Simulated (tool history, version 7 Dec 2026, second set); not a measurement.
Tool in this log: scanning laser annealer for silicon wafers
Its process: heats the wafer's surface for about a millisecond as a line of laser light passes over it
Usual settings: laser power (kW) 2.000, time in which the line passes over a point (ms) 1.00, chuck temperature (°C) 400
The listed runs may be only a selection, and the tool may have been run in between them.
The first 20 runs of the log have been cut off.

run	hour	laser power (kW)	time in which the line passes over a point (ms)	chuck temperature (°C)	hours of work since the window was cleaned	hours of work since the power meter was calibrated	hours of work since the optics were aligned	highest temperature of the surface (°C)
21	869.9	2.000	1.00	431	412	554	684	1155
22	931.2	1.794	1.00	424	444	586	716	1061
23	958.1	1.794	1.00	424	458	600	730	1061
24	994.4	2.185	1.21	402	477	619	749	1279
25	1051.0	2.185	1.21	402	507	649	779	1280
26	1085.9	1.889	0.77	416	525	667	797	1009
27	1120.1	1.830	1.04	407	543	685	815	1072
28	1175.4	1.830	1.04	394	572	714	844	1056
29	1228.9	1.783	0.79	400	600	742	872	963
30	1269.4	1.782	1.01	420	621	763	893	1055
31	1311.9	2.081	0.96	420	643	785	915	1162
32	1358.0	1.717	0.99	393	667	809	940	995
33	1397.8	1.717	0.99	393	688	830	960	995
34	1439.5	2.098	0.99	405	710	852	982	1165
35	1469.6	2.118	0.81	385	726	868	998	1082
36	1523.6	2.000	0.92	408	754	896	1026	1098
37	1567.2	2.000	0.92	408	777	919	1049	1104
38	1620.0	1.778	0.76	435	804	946	1077	984
39	1678.6	2.001	0.76	435	835	977	1107	1064
# hour 1684.9: window over the wafer cleaned
40	1706.0	2.002	1.00	400	11	990	1121	1123
41	1760.2	1.869	0.84	410	39	1019	1149	1019

Forecast each of these 3 alternatives for the next run:
A	1812.0	2.000	1.09	400	67	1046	1176	?
B	1812.0	1.868	1.12	378	67	1046	1176	?
C	1812.0	1.986	1.00	400	67	1046	1176	?

run	highest temperature of the surface (°C)
A	1152
B	1081
C	1114
Stripped of hidden state, with their random variation kept, the same runs would have yielded:
run	highest temperature of the surface (°C)
A	1152
B	1082
C	1114
